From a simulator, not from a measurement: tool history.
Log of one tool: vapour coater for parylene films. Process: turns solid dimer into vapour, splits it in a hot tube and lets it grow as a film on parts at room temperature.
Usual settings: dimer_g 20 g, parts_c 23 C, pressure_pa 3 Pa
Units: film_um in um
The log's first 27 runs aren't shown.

run 28 hour=1424.1 | dimer_g=13 parts_c=23 pressure_pa=3 | film_um=2.91
run 29 hour=1485.2 | dimer_g=13 parts_c=23 pressure_pa=3 | film_um=2.79
run 30 hour=1523.7 | dimer_g=9 parts_c=16 pressure_pa=3.73 | film_um=2.47
run 31 hour=1595.3 | dimer_g=9 parts_c=16 pressure_pa=3.73 | film_um=2.42
run 32 hour=1625.2 | dimer_g=19 parts_c=16 pressure_pa=3.73 | film_um=5.03
run 33 hour=1661.1 | dimer_g=20 parts_c=23 pressure_pa=2.73 | film_um=4.2
run 34 hour=1726.3 | dimer_g=20 parts_c=23 pressure_pa=2.73 | film_um=4.13
run 35 hour=1788.6 | dimer_g=25 parts_c=22 pressure_pa=5.32 | film_um=5.06
run 36 hour=1824.9 | dimer_g=25 parts_c=22 pressure_pa=5.32 | film_um=5.09
run 37 hour=1890.5 | dimer_g=20 parts_c=24 pressure_pa=4.75 | film_um=3.66
-- hour=1926.6 trap's valve overhauled
run 38 hour=1928.3 | dimer_g=15 parts_c=21 pressure_pa=11.78 | film_um=3.38
run 39 hour=1961.2 | dimer_g=15 parts_c=21 pressure_pa=2.17 | film_um=3.71
run 40 hour=2008.3 | dimer_g=15 parts_c=21 pressure_pa=2.17 | film_um=3.68
run 41 hour=2055.8 | dimer_g=8 parts_c=18 pressure_pa=4.32 | film_um=2.14
run 42 hour=2099 | dimer_g=9 parts_c=23 pressure_pa=10.45 | film_um=1.84
run 43 hour=2163.2 | dimer_g=12 parts_c=20 pressure_pa=4.43 | film_um=2.89
-- hour=2227.9 table's thermometer calibrated
run 44 hour=2234.5 | dimer_g=20 parts_c=30 pressure_pa=3.77 | film_um=3.12
run 45 hour=2289.8 | dimer_g=21 parts_c=30 pressure_pa=2.17 | film_um=3.26
run 46 hour=2348.2 | dimer_g=21 parts_c=30 pressure_pa=2.17 | film_um=3.3
run 47 hour=2405.6 | dimer_g=33 parts_c=23 pressure_pa=7.34 | film_um=6.32
run 48 hour=2457.9 | dimer_g=20 parts_c=23 pressure_pa=2.41 | film_um=3.99

3 ways to go on from here, each from the tool as it stands after run 48. What would each give?
run A hour=2525 | dimer_g=20 parts_c=17 pressure_pa=3 | film_um=?
run B hour=2525 | dimer_g=20 parts_c=30 pressure_pa=10.29 | film_um=?
run C hour=2525 | dimer_g=20 parts_c=23 pressure_pa=10.58 | film_um=?

run=A film_um=4.79
run=B film_um=2.73
run=C film_um=3.6
Without the tool's hidden state the same runs would have given:
run=A film_um=5.53
run=B film_um=3.15
run=C film_um=4.15
